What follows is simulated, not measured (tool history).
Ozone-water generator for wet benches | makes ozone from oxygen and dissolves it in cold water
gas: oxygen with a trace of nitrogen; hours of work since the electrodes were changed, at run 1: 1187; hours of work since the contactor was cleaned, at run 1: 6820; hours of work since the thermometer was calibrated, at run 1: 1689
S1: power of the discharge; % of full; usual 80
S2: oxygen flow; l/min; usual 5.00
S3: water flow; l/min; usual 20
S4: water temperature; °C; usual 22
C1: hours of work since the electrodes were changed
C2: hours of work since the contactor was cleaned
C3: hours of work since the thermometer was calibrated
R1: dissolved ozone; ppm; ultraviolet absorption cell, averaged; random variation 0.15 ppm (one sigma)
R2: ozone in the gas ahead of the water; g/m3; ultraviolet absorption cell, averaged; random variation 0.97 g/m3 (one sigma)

run,hour,S1,S2,S3,S4,C1,C2,C3,R1,R2
1,0.0,80,5.00,20,22,1187,6820,1689,18.2,164.1
2,74.9,80,5.00,20,22,1245,6878,1748,18.3,165.2
3,142.0,45,5.00,20,22,1298,6931,1800,12.0,106.9
4,178.0,45,5.00,20,22,1326,6959,1829,11.8,107.7
5,228.6,45,5.00,14,22,1366,6999,1868,14.9,106.4
6,271.2,45,3.43,14,22,1399,7032,1902,14.4,123.0
7,333.9,45,3.43,14,22,1449,7082,1951,14.6,121.9
# hour 343.5: contactor cleaned
8,383.0,80,5.00,27,22,1484,31,1986,14.6,162.4
9,414.3,80,8.21,20,22,1509,55,2011,19.3,135.0
10,455.7,80,5.00,20,22,1541,88,2043,18.5,163.6
11,522.1,80,5.00,20,22,1593,140,2096,18.3,161.3
12,563.4,80,5.00,20,17,1626,173,2128,19.3,160.9
13,632.2,80,5.00,20,17,1680,227,2182,19.8,161.1
# hour 656.7: gauge calibrated
14,674.4,80,5.00,20,22,1713,260,2215,18.1,166.5
15,712.6,80,5.00,20,22,1743,290,2245,18.4,165.1
16,758.5,80,4.32,20,22,1779,326,2281,17.7,172.7
17,813.6,54,5.00,20,22,1822,369,2324,13.8,122.4
18,867.8,54,5.00,20,22,1864,411,2367,13.7,122.5
19,929.1,78,5.00,20,27,1913,459,2415,16.6,159.0
20,967.1,78,5.00,20,27,1942,489,2445,16.5,160.9
21,1009.4,78,7.03,20,16,1976,522,2478,20.7,138.5
22,1056.6,43,2.73,25,16,2013,560,2515,8.5,127.5
23,1106.7,43,5.00,20,19,2052,599,2554,12.2,102.0
24,1152.8,43,5.00,14,19,2088,635,2590,15.1,102.4
25,1193.2,43,5.00,14,17,2120,667,2622,15.6,102.3
26,1247.5,74,2.94,18,28,2162,709,2665,15.6,186.6
27,1308.4,67,3.43,27,14,2210,757,2712,12.3,163.7
28,1339.9,66,5.00,20,22,2235,782,2737,15.8,140.7
29,1379.1,80,5.00,20,17,2266,813,2768,19.8,161.3
30,1438.3,80,5.00,20,17,2312,859,2814,19.6,159.0
31,1513.3,80,5.00,20,17,2371,918,2873,19.6,158.0
32,1549.7,91,8.40,21,17,2399,946,2902,22.7,144.5
33,1586.8,91,4.03,19,17,2429,976,2931,21.4,190.1

4 ways to go on from here, each from the tool as it stands after run 33. What would each give?
A,1659.4,80,7.81,20,27,2486,1032,2988,?,?
B,1659.4,43,4.03,15,17,2486,1032,2988,?,?
C,1659.4,80,5.86,20,22,2486,1032,2988,?,?
D,1659.4,80,3.83,20,24,2486,1032,2988,?,?

run,R1,R2
A,17.5,132.8
B,14.6,108.5
C,18.8,148.9
D,17.3,173.1
Without the tool's hidden state the same runs would have given:
run,R1,R2
A,17.5,139.2
B,14.6,113.7
C,18.9,156.1
D,17.3,181.5
